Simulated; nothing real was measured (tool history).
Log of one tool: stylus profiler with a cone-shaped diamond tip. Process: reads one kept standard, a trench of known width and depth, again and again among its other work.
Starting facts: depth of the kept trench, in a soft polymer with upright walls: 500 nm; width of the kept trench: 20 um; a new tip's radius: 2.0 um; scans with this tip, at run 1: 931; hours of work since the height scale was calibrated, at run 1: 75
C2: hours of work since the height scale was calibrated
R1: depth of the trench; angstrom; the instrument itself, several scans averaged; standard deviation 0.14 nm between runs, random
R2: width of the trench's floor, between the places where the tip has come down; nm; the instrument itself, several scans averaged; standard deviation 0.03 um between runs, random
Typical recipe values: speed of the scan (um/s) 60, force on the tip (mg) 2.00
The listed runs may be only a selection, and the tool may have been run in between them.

Run 1, day 0.000: usual settings; scans with this tip 931; C2 75. Result: R1 5072.1 angstrom, R2 16890 nm.
Run 2, day 0.858: usual settings but speed of the scan (um/s) 54; scans with this tip 1052; C2 85. Result: R1 5067.3 angstrom, R2 16960 nm.
Run 3, day 1.662: usual settings but speed of the scan (um/s) 54; scans with this tip 1165; C2 94. Result: R1 5068.0 angstrom, R2 16920 nm.
Run 4, day 2.067: usual settings but speed of the scan (um/s) 194; scans with this tip 1222; C2 98. Result: R1 5069.0 angstrom, R2 15930 nm.
Run 5, day 2.929: usual settings but speed of the scan (um/s) 194; scans with this tip 1344; C2 108. Result: R1 5071.4 angstrom, R2 15960 nm.
Run 6, day 3.354: usual settings but speed of the scan (um/s) 194; scans with this tip 1404; C2 113. Result: R1 5070.2 angstrom, R2 15950 nm.
Run 7, day 3.754: usual settings but speed of the scan (um/s) 194; scans with this tip 1460; C2 117. Result: R1 5067.0 angstrom, R2 15930 nm.
Run 8, day 4.625: usual settings but speed of the scan (um/s) 194; scans with this tip 1583; C2 127. Result: R1 5072.4 angstrom, R2 15940 nm.
Run 9, day 5.288: usual settings but speed of the scan (um/s) 194; scans with this tip 1676; C2 135. Result: R1 5070.2 angstrom, R2 16000 nm.
Run 10, day 5.688: usual settings but speed of the scan (um/s) 194, force on the tip (mg) 0.83; scans with this tip 1732; C2 139. Result: R1 5041.8 angstrom, R2 15220 nm.
Run 11, day 6.175: usual settings but speed of the scan (um/s) 194, force on the tip (mg) 1.19; scans with this tip 1802; C2 145. Result: R1 5051.9 angstrom, R2 15570 nm.
Run 12, day 6.742: usual settings but speed of the scan (um/s) 194, force on the tip (mg) 1.19; scans with this tip 1881; C2 151. Result: R1 5052.5 angstrom, R2 15490 nm.
Run 13, day 7.146: usual settings but speed of the scan (um/s) 194, force on the tip (mg) 1.19; scans with this tip 1938; C2 156. Result: R1 5052.6 angstrom, R2 15570 nm.
Run 14, day 7.871: usual settings but speed of the scan (um/s) 194, force on the tip (mg) 1.19; scans with this tip 2040; C2 164. Result: R1 5052.2 angstrom, R2 15550 nm.
Run 15, day 8.429: usual settings but speed of the scan (um/s) 194, force on the tip (mg) 1.19; scans with this tip 2119; C2 170. Result: R1 5051.8 angstrom, R2 15560 nm.
Run 16, day 9.158: usual settings but speed of the scan (um/s) 194, force on the tip (mg) 1.19; scans with this tip 2222; C2 178. Result: R1 5051.9 angstrom, R2 15520 nm.
Run 17, day 9.829: usual settings but speed of the scan (um/s) 194, force on the tip (mg) 1.19; scans with this tip 2317; C2 186. Result: R1 5052.1 angstrom, R2 15520 nm.
Run 18, day 10.738: usual settings but speed of the scan (um/s) 194, force on the tip (mg) 2.63; scans with this tip 2445; C2 196. Result: R1 5086.4 angstrom, R2 16100 nm.
Run 19, day 11.546: usual settings but speed of the scan (um/s) 194, force on the tip (mg) 2.63; scans with this tip 2559; C2 206. Result: R1 5086.0 angstrom, R2 16080 nm.
Run 20, day 12.333: usual settings but speed of the scan (um/s) 194, force on the tip (mg) 2.63; scans with this tip 2669; C2 214. Result: R1 5088.4 angstrom, R2 16020 nm.
Run 21, day 13.242: usual settings but speed of the scan (um/s) 194, force on the tip (mg) 2.63; scans with this tip 2798; C2 225. Result: R1 5085.1 angstrom, R2 16020 nm.
Run 22, day 13.646: usual settings but speed of the scan (um/s) 194, force on the tip (mg) 2.63; scans with this tip 2854; C2 229. Result: R1 5086.2 angstrom, R2 16080 nm.
Run 23, day 14.562: usual settings but speed of the scan (um/s) 194, force on the tip (mg) 2.63; scans with this tip 2984; C2 240. Result: R1 5087.1 angstrom, R2 16150 nm.
Run 24, day 15.254: usual settings but force on the tip (mg) 3.79; scans with this tip 3081; C2 247. Result: R1 5108.9 angstrom, R2 16910 nm.
Run 25, day 16.017: usual settings but speed of the scan (um/s) 237, force on the tip (mg) 4.47; scans with this tip 3189; C2 256. Result: R1 5120.7 angstrom, R2 16120 nm.
Run 26, day 16.421: usual settings but speed of the scan (um/s) 18, force on the tip (mg) 0.97; scans with this tip 3246; C2 261. Result: R1 5048.3 angstrom, R2 16990 nm.
At day 16.517: height scale calibrated on a step standard.
Run 27, day 17.000: usual settings but speed of the scan (um/s) 18, force on the tip (mg) 0.97; scans with this tip 3324; C2 5. Result: R1 5049.8 angstrom, R2 17000 nm.
Run 28, day 17.446: usual settings but speed of the scan (um/s) 101, force on the tip (mg) 0.97; scans with this tip 3387; C2 11. Result: R1 5049.7 angstrom, R2 16230 nm.
Run 29, day 18.279: usual settings but speed of the scan (um/s) 101, force on the tip (mg) 4.58; scans with this tip 3505; C2 20. Result: R1 5125.7 angstrom, R2 16750 nm.
Run 30, day 18.954: usual settings but speed of the scan (um/s) 59, force on the tip (mg) 1.13; scans with this tip 3600; C2 28. Result: R1 5053.9 angstrom, R2 16680 nm.
Run 31, day 19.367: usual settings but speed of the scan (um/s) 32, force on the tip (mg) 1.68; scans with this tip 3658; C2 32. Result: R1 5069.8 angstrom, R2 16930 nm.
Run 32, day 19.771: usual settings but speed of the scan (um/s) 84, force on the tip (mg) 1.20; scans with this tip 3715; C2 37. Result: R1 5058.6 angstrom, R2 16400 nm.
Run 33, day 20.175: usual settings but speed of the scan (um/s) 25, force on the tip (mg) 3.91; scans with this tip 3772; C2 41. Result: R1 5116.4 angstrom, R2 17050 nm.
At day 20.596: height scale calibrated on a step standard, once more.
Run 34, day 20.746: usual settings but speed of the scan (um/s) 25, force on the tip (mg) 3.91; scans with this tip 3850; C2 2. Result: R1 5104.7 angstrom, R2 17060 nm.
Run 35, day 21.296: usual settings but speed of the scan (um/s) 22, force on the tip (mg) 2.62; scans with this tip 3927; C2 8. Result: R1 5082.3 angstrom, R2 17050 nm.
Run 36, day 22.004: usual settings but speed of the scan (um/s) 22, force on the tip (mg) 2.62; scans with this tip 4027; C2 16. Result: R1 5084.5 angstrom, R2 16990 nm.
Run 37, day 22.462: usual settings but speed of the scan (um/s) 165, force on the tip (mg) 3.54; scans with this tip 4091; C2 21. Result: R1 5101.0 angstrom, R2 16300 nm.
Run 38, day 22.912: usual settings but speed of the scan (um/s) 36, force on the tip (mg) 3.72; scans with this tip 4155; C2 26. Result: R1 5104.7 angstrom, R2 17000 nm.
Run 39, day 23.771: usual settings but speed of the scan (um/s) 35, force on the tip (mg) 1.88; scans with this tip 4276; C2 36. Result: R1 5066.6 angstrom, R2 16860 nm.
Run 40, day 24.254: usual settings but speed of the scan (um/s) 35, force on the tip (mg) 1.88; scans with this tip 4344; C2 41. Result: R1 5066.1 angstrom, R2 16860 nm.
Run 41, day 25.042: usual settings but speed of the scan (um/s) 76, force on the tip (mg) 1.25; scans with this tip 4455; C2 50. Result: R1 5050.6 angstrom, R2 16460 nm.
Run 42, day 25.838: usual settings but speed of the scan (um/s) 76, force on the tip (mg) 1.25; scans with this tip 4567; C2 59. Result: R1 5055.1 angstrom, R2 16450 nm.
Run 43, day 26.779: usual settings but speed of the scan (um/s) 124, force on the tip (mg) 1.42; scans with this tip 4700; C2 70. Result: R1 5059.0 angstrom, R2 16150 nm.
Run 44, day 27.542: usual settings but speed of the scan (um/s) 161, force on the tip (mg) 3.86; scans with this tip 4808; C2 79. Result: R1 5107.4 angstrom, R2 16370 nm.
Run 45, day 28.200: usual settings but speed of the scan (um/s) 161, force on the tip (mg) 3.86; scans with this tip 4900; C2 86. Result: R1 5108.5 angstrom, R2 16360 nm.
Run 46, day 28.996: usual settings but speed of the scan (um/s) 19, force on the tip (mg) 1.53; scans with this tip 5013; C2 95. Result: R1 5057.9 angstrom, R2 16990 nm.
Run 47, day 29.617: usual settings but speed of the scan (um/s) 19, force on the tip (mg) 1.53; scans with this tip 5100; C2 102. Result: R1 5059.4 angstrom, R2 16950 nm.

Selected run-to-run steps in R1, each split into two signed amounts: the part the tool would show with no hidden state at all (from settings, incoming material and random variation), and the remainder, which goes to the hidden state together with any gauge scatter not common to the measured and the hidden-state-free results:
The tool's hidden condition here consists of: radius of the tip, um; height scale over the true one, %; drift of the gauge itself on depth_nm, %; drift of the gauge itself on floor_um, %.
Run 25 -> 26: speed of the scan (um/s) 237 -> 18, force on the tip (mg) 4.47 -> 0.97. R1 -72.4 angstrom: hidden state +0.0, all else -72.4.
Run 26 -> 27: height scale calibrated on a step standard. R1 +1.5 angstrom: hidden state +3.9, all else -2.4.
Run 28 -> 29: force on the tip (mg) 0.97 -> 4.58. R1 +76.0 angstrom: hidden state +0.4, all else +75.6.
Run 29 -> 30: speed of the scan (um/s) 101 -> 59, force on the tip (mg) 4.58 -> 1.13. R1 -71.8 angstrom: hidden state +0.0, all else -71.8.
Run 33 -> 34: height scale calibrated on a step standard, once more. R1 -11.7 angstrom: hidden state -9.9, all else -1.8.
